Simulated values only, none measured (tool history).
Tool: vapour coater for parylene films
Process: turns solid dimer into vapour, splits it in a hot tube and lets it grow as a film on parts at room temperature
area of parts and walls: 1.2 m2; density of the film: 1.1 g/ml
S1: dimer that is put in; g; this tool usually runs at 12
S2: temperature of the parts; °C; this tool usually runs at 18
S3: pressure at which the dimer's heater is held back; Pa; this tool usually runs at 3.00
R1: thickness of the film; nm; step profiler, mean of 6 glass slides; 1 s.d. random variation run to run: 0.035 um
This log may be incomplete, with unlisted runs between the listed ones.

run,hour,S1,S2,S3,R1
1,0.0,12,18,3.00,7510
2,10.2,12,18,3.00,7510
3,26.2,10,18,3.00,6260
4,47.4,10,18,3.00,6230
5,57.1,10,18,3.00,6180
6,78.3,12,18,3.00,7420
7,87.9,12,18,3.00,7440
8,103.7,12,18,3.00,7430
9,125.2,12,18,3.00,7430
10,134.4,12,18,3.00,7390
11,147.9,12,18,3.00,7380
12,168.5,12,18,3.00,7360
13,186.6,12,18,3.00,7340
14,203.6,10,14,3.00,7030
# hour 206.4: table's thermometer calibrated
15,224.2,10,11,3.00,7000
16,238.2,10,25,10.79,3920
17,255.4,6,19,3.78,3410
18,276.6,9,17,4.48,5310
# hour 293.5: table's thermometer calibrated, once more
19,297.8,12,18,8.42,6150
20,306.6,22,10,7.54,15090
21,327.6,12,26,3.00,5440
22,347.8,12,26,3.00,5400
23,356.6,12,18,3.00,7200
24,372.9,12,13,6.98,7450
25,390.6,17,12,8.55,10630

Alternative continuations, all from the tool just after run 25; predict every row:
A,400.8,10,22,10.79,?
B,400.8,7,24,10.78,?
C,400.8,17,18,3.00,?

run,R1
A,4280
B,2780
C,10090
Stripped of hidden state, with their random variation kept, the same runs would have yielded:
run,R1
A,4650
B,3020
C,10950

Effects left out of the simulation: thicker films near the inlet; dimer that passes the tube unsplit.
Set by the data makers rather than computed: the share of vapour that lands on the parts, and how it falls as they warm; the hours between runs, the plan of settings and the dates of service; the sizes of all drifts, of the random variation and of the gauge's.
